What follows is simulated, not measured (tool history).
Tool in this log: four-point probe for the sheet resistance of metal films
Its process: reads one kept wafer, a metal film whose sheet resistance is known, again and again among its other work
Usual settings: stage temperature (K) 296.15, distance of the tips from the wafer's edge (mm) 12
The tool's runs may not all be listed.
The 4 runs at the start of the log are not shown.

run	hour	stage temperature (K)	distance of the tips from the wafer's edge (mm)	sheet resistance as the instrument gives it (ohm/square)
5	58.6	298.15	6	5.493829
6	74.8	298.15	9	5.484564
7	94.2	298.15	9	5.483640
8	113.5	298.15	9	5.484438
9	123.4	296.15	12	5.486735
10	135.9	296.15	12	5.484302
11	147.4	296.15	12	5.485977
12	164.9	296.15	16	5.481264
13	173.5	296.15	16	5.482380
14	181.9	296.15	16	5.481677
15	191.7	296.15	47	5.481894
16	211.5	296.15	47	5.483394
17	228.9	296.15	53	5.480612
18	238.4	306.15	3	5.536137
19	255.2	297.15	53	5.480087
20	266.9	305.15	4	5.501621
# hour 276.1: stage's thermometer calibrated
21	285.1	307.15	13	5.448716
22	303.1	307.15	13	5.449170
23	314.0	293.15	21	5.481066
24	326.8	302.15	14	5.460263

What will run 25 give?
25	337.3	294.15	3	?

{"run 25": {"sheet resistance as the instrument gives it (ohm/square)": 5.558952}}
Take away the tool's hidden state, keep the run-to-run variation as it was, and the same run would have given sheet resistance as the instrument gives it (ohm/square) 5.582871.
